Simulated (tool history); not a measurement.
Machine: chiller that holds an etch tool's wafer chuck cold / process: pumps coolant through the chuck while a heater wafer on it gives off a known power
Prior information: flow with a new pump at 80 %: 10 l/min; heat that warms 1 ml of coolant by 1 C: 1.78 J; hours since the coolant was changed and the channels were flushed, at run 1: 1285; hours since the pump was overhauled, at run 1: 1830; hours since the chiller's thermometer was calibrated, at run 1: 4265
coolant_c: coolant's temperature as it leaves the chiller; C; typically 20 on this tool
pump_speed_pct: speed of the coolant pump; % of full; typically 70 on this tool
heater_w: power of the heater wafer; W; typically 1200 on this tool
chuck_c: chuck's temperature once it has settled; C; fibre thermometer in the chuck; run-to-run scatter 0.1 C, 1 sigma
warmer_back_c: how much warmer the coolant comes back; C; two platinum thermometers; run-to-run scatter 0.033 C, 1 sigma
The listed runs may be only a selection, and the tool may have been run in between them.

run	day	coolant_c	pump_speed_pct	heater_w	hours since the coolant was changed and the channels were flushed	hours since the pump was overhauled	hours since the chiller's thermometer was calibrated	chuck_c	warmer_back_c
1	0	20	70	1200	1285	1830	4265	34.9	4.72
2	1.312	30	70	1200	1317	1862	4297	44.7	4.7
3	2.492	20	70	1200	1345	1890	4325	34.8	4.73
4	3.75	20	70	1200	1375	1920	4355	34.7	4.68
5	4.933	20	70	758	1403	1948	4383	29.5	2.95
6	5.612	20	70	1200	1420	1965	4400	34.8	4.75
7	6.654	20	70	1200	1445	1990	4425	34.9	4.74
8	7.3	20	70	1200	1460	2005	4440	34.7	4.72
9	8.058	19	70	1200	1478	2023	4458	33.7	4.74
10	9.212	20	70	1200	1506	2051	4486	34.8	4.7
11	9.821	20	70	1200	1521	2066	4501	34.8	4.7
12	10.675	20	87	1200	1541	2086	4521	33.3	3.86
13	11.871	20	70	1200	1570	2115	4550	34.9	4.75
14	13.133	20	70	1200	1600	2145	4580	34.8	4.76
15	13.746	20	70	1200	1615	2160	4595	34.8	4.76
16	15	20	70	1170	1645	2190	4625	34.3	4.58
# day 15.108: chiller's thermometer calibrated
17	15.746	20	70	845	1662	2207	15	30.9	3.4
18	16.896	20	70	845	1690	2235	43	30.7	3.29
# day 17.65: chiller's thermometer calibrated, once more
19	18.142	22	82	1030	1718	2263	12	33.3	3.48
20	19.088	20	70	1221	1741	2286	35	34.7	4.85
21	20.196	26	65	1200	1768	2313	61	40.8	5.12
22	21.475	16	70	1762	1798	2343	92	37.2	6.99
23	22.396	22	60	1200	1821	2366	114	37.8	5.5
24	23.608	10	99	957	1850	2395	143	19.8	2.7
25	24.488	20	66	1517	1871	2416	164	38.9	6.41
26	25.396	20	66	1517	1893	2438	186	39	6.39
27	26.433	14	100	1419	1917	2462	211	28.1	4.02
28	27.579	10	70	1228	1945	2490	238	24.8	4.88
29	28.767	27	79	1526	1973	2518	267	44.5	5.37
30	30.096	22	94	827	2005	2550	299	30.4	2.52
31	30.879	22	94	827	2024	2569	318	30.7	2.49
32	31.783	20	80	1200	2046	2591	339	33.6	4.24

Alternative continuations, all from the tool just after run 32; predict every row:
A	32.758	20	95	891	2069	2614	363	?	?
B	32.758	20	71	1177	2069	2614	363	?	?
C	32.758	24	71	1774	2069	2614	363	?	?

run	chuck_c	warmer_back_c
A	29.3	2.71
B	34.3	4.6
C	45.4	6.95
Stripped of hidden state, with their random variation kept, the same runs would have yielded:
run	chuck_c	warmer_back_c
A	28.7	2.62
B	33.4	4.43
C	44.1	6.71
